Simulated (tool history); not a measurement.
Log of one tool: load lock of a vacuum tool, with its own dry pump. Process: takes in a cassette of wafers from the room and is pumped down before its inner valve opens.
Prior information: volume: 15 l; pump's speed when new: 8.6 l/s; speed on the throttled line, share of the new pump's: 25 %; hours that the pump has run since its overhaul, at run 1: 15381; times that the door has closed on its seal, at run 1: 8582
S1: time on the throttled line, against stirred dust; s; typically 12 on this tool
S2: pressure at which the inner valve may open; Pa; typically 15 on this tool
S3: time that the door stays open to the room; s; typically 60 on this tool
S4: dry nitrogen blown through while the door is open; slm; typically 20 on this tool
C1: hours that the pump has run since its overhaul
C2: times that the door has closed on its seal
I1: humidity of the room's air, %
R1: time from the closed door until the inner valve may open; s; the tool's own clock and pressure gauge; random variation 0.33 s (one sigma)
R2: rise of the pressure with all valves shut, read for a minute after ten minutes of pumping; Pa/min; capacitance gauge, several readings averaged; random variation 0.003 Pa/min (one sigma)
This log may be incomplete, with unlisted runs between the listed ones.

Run 1, day 0: usual settings; C1 15381; C2 8582; I1 43.9. Result: R1 27.2 s, R2 0.049 Pa/min.
Run 2, day 5.638: usual settings; C1 15516; C2 8833; I1 49.4. Result: R1 27.1 s, R2 0.057 Pa/min.
Run 3, day 15.1: usual settings; C1 15743; C2 9255; I1 46. Result: R1 27.1 s, R2 0.059 Pa/min.
Run 4, day 20.329: usual settings but S2 26 Pa; C1 15868; C2 9488; I1 47.3. Result: R1 25.6 s, R2 0.059 Pa/min.
Run 5, day 26.15: usual settings but S2 26 Pa; C1 16008; C2 9747; I1 46.2. Result: R1 25.7 s, R2 0.057 Pa/min.
Run 6, day 34.529: usual settings but S4 14 slm; C1 16209; C2 10121; I1 43.5. Result: R1 26.7 s, R2 0.068 Pa/min.
Run 7, day 44.325: usual settings but S4 14 slm; C1 16444; C2 10558; I1 45.3. Result: R1 27.4 s, R2 0.065 Pa/min.
Run 8, day 51.338: usual settings but S4 14 slm; C1 16613; C2 10870; I1 44.7. Result: R1 28.3 s, R2 0.075 Pa/min.
Run 9, day 59.45: usual settings but S4 14 slm; C1 16807; C2 11232; I1 41.2. Result: R1 27.9 s, R2 0.073 Pa/min.
Run 10, day 71.417: usual settings but S4 14 slm; C1 17094; C2 11766; I1 44.3. Result: R1 27.8 s, R2 0.074 Pa/min.
Run 11, day 83.717: usual settings but S3 55 s; C1 17390; C2 12314; I1 44. Result: R1 27.9 s, R2 0.069 Pa/min.
Run 12, day 94.558: usual settings but S1 11 s; C1 17650; C2 12797; I1 42.9. Result: R1 27.1 s, R2 0.068 Pa/min.
Run 13, day 106.375: usual settings but S1 7 s; C1 17934; C2 13324; I1 45.5. Result: R1 24.4 s, R2 0.077 Pa/min.
Run 14, day 112.933: usual settings but S1 16 s; C1 18091; C2 13617; I1 46.1. Result: R1 30.6 s, R2 0.079 Pa/min.
Run 15, day 123.925: usual settings but S1 16 s; C1 18355; C2 14107; I1 47.2. Result: R1 30.9 s, R2 0.087 Pa/min.
Run 16, day 133.521: usual settings but S1 16 s; C1 18585; C2 14535; I1 45.6. Result: R1 31.6 s, R2 0.085 Pa/min.
Run 17, day 138.875: usual settings but S1 16 s; C1 18714; C2 14774; I1 43.6. Result: R1 30.8 s, R2 0.081 Pa/min.
Run 18, day 148.604: usual settings but S1 16 s; C1 18947; C2 15207; I1 43.1. Result: R1 30.7 s, R2 0.094 Pa/min.
Run 19, day 156.396: usual settings but S1 16 s; C1 19134; C2 15555; I1 45.8. Result: R1 30.6 s, R2 0.081 Pa/min.
Run 20, day 165.996: usual settings but S1 16 s; C1 19364; C2 15983; I1 50.6. Result: R1 31.4 s, R2 0.098 Pa/min.
Run 21, day 175.925: usual settings but S1 18 s, S3 179 s; C1 19603; C2 16425; I1 43.4. Result: R1 32.8 s, R2 0.102 Pa/min.
Run 22, day 182.817: usual settings but S1 18 s, S3 179 s; C1 19768; C2 16733; I1 45.8. Result: R1 32.3 s, R2 0.107 Pa/min.
Run 23, day 192.029: usual settings but S1 18 s, S3 179 s; C1 19989; C2 17143; I1 47.3. Result: R1 32.4 s, R2 0.11 Pa/min.
Run 24, day 202.788: usual settings but S1 18 s, S2 22 Pa, S3 103 s; C1 20247; C2 17623; I1 43.6. Result: R1 31.7 s, R2 0.107 Pa/min.
Run 25, day 208.458: usual settings but S1 18 s, S2 22 Pa, S3 103 s; C1 20383; C2 17876; I1 45.4. Result: R1 31.8 s, R2 0.108 Pa/min.
At day 210.621: dry pump taken out, an overhauled one fitted.
Run 26, day 220.367: usual settings but S1 15 s, S2 20 Pa, S3 35 s; C1 234; C2 18396; I1 43.3. Result: R1 26.7 s, R2 0.105 Pa/min.
Run 27, day 231.571: usual settings but S1 15 s, S2 20 Pa, S3 35 s; C1 503; C2 18895; I1 45.4. Result: R1 26.7 s, R2 0.107 Pa/min.
Run 28, day 236.942: usual settings but S2 13 Pa, S4 30 slm; C1 632; C2 19135; I1 48.5. Result: R1 25 s, R2 0.11 Pa/min.
Run 29, day 243.488: usual settings but S1 11 s, S4 6 slm; C1 789; C2 19427; I1 41.5. Result: R1 24.1 s, R2 0.13 Pa/min.
Run 30, day 252.933: usual settings but S1 11 s, S4 6 slm; C1 1016; C2 19848; I1 44. Result: R1 24.3 s, R2 0.131 Pa/min.
Run 31, day 259.292: usual settings but S1 8 s, S4 12 slm; C1 1168; C2 20131; I1 42.8. Result: R1 21.6 s, R2 0.126 Pa/min.
Run 32, day 266.129: usual settings but S1 19 s, S2 29 Pa, S4 7 slm; C1 1332; C2 20436; I1 44.2. Result: R1 29.1 s, R2 0.135 Pa/min.
Run 33, day 277.604: usual settings but S1 19 s, S2 29 Pa, S4 7 slm; C1 1608; C2 20948; I1 44. Result: R1 28.9 s, R2 0.137 Pa/min.
Run 34, day 289.104: usual settings but S1 19 s, S2 29 Pa, S4 7 slm; C1 1884; C2 21460; I1 46.5. Result: R1 28.9 s, R2 0.139 Pa/min.
Run 35, day 301.475: usual settings but S1 15 s, S2 24 Pa, S3 61 s, S4 24 slm; C1 2180; C2 22012; I1 41.8. Result: R1 26 s, R2 0.129 Pa/min.
Run 36, day 311.917: usual settings but S1 15 s, S2 24 Pa, S3 61 s, S4 24 slm; C1 2431; C2 22478; I1 42.7. Result: R1 26.3 s, R2 0.127 Pa/min.
Run 37, day 321.221: usual settings but S3 38 s; C1 2654; C2 22892; I1 44.2. Result: R1 24.3 s, R2 0.129 Pa/min.

Each row is a separate what-if for the run after 37, all from the same tool condition, not one after another. Results?
Run A, day 330.771: usual settings but S1 8 s, S2 14 Pa, S3 68 s; C1 2884; C2 23318; I1 44.2. Result: R1 ?, R2 ?.
Run B, day 330.771: usual settings but S1 19 s; C1 2884; C2 23318; I1 51.6. Result: R1 ?, R2 ?.
Run C, day 330.771: usual settings but S2 19 Pa, S3 151 s, S4 13 slm; C1 2884; C2 23318; I1 42.8. Result: R1 ?, R2 ?.

run    R1     R2
  A  22.5  0.142
  B  30.6  0.141
  C  24.9  0.158
Without the tool's unlogged condition, the same runs would have read:
run    R1     R2
  A  21.6  0.027
  B  29.9  0.026
  C  24.1  0.043
